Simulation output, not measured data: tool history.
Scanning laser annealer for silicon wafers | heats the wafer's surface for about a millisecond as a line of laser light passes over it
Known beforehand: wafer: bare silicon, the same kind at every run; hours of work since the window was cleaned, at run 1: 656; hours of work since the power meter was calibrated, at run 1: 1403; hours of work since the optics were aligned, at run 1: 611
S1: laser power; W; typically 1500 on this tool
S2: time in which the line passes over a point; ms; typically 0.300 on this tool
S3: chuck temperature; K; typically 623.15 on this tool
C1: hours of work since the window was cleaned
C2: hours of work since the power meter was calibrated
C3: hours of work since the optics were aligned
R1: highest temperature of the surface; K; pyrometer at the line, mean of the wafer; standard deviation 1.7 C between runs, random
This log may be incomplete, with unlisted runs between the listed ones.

run    hour    S1     S2      S3   C1    C2    C3       R1
  1     0.0  1500  0.300  623.15  656  1403   611  1350.15
  2    30.7  1500  0.352  623.15  679  1425   633  1420.15
       48.4  -- window over the wafer cleaned
  3    69.5  1500  0.300  628.15   16  1452   660  1386.15
  4   107.5  1500  0.300  628.15   44  1480   688  1385.15
  5   162.2  1500  0.300  628.15   84  1521   729  1382.15
  6   195.8  1500  0.300  623.15  109  1545   754  1378.15
  7   242.0  1389  0.300  623.15  143  1579   788  1326.15
  8   284.2  1635  0.300  623.15  174  1611   819  1434.15
  9   315.2  1635  0.300  623.15  197  1633   842  1433.15
 10   343.6  1593  0.300  623.15  218  1654   862  1414.15
 11   380.8  1593  0.342  623.15  245  1682   890  1473.15
 12   436.2  1593  0.342  623.15  286  1723   931  1477.15
 13   467.9  1593  0.342  623.15  309  1746   954  1468.15
 14   520.2  1593  0.342  623.15  348  1784   993  1470.15
 15   570.1  1500  0.271  623.15  385  1821  1029  1319.15
 16   599.5  1500  0.271  623.15  406  1843  1051  1319.15
 17   625.1  1500  0.271  623.15  425  1862  1070  1317.15
 18   654.0  1467  0.213  601.15  446  1883  1091  1192.15
 19   678.6  1500  0.232  623.15  464  1901  1109  1253.15
 20   733.9  1500  0.232  623.15  505  1942  1150  1254.15
 21   766.7  1549  0.304  631.15  529  1966  1174  1393.15
 22   804.8  1462  0.313  653.15  557  1994  1202  1386.15
 23   860.7  1595  0.237  610.15  599  2035  1244  1282.15
 24   903.9  1595  0.237  610.15  631  2067  1275  1284.15
 25   930.4  1307  0.324  654.15  650  2087  1295  1324.15
 26   967.8  1506  0.378  658.15  678  2114  1322  1490.15
      986.9  -- window over the wafer cleaned
 27  1024.5  1576  0.378  597.15   28  2155  1363  1504.15
 28  1067.2  1566  0.300  645.15   59  2186  1394  1433.15
 29  1107.2  1566  0.255  631.15   89  2216  1424  1344.15
 30  1163.7  1566  0.267  631.15  130  2257  1465  1360.15
 31  1193.1  1466  0.300  656.15  152  2279  1487  1389.15

Entry by entry between the runs, the difference in hidden state between the last listed run before and the first listed run after:
Logged between run 2 and run 3: window over the wafer cleaned (hour 48.4)
  light that passes the window, % of a clean one's: 95.05 -> 99.83; laser's true power over the reading, %: 0.67 -> 0.69; width of the line over the set one, %: 1.3 -> 1.35
  measured minus no-state result, R1: -36.00 -> +1.00 K
Logged between run 26 and run 27: window over the wafer cleaned (hour 986.9)
  light that passes the window, % of a clean one's: 95.05 -> 99.76; laser's true power over the reading, %: 0.97 -> 0.99; width of the line over the set one, %: 2.52 -> 2.59
  measured minus no-state result, R1: -39.00 -> -1.00 K
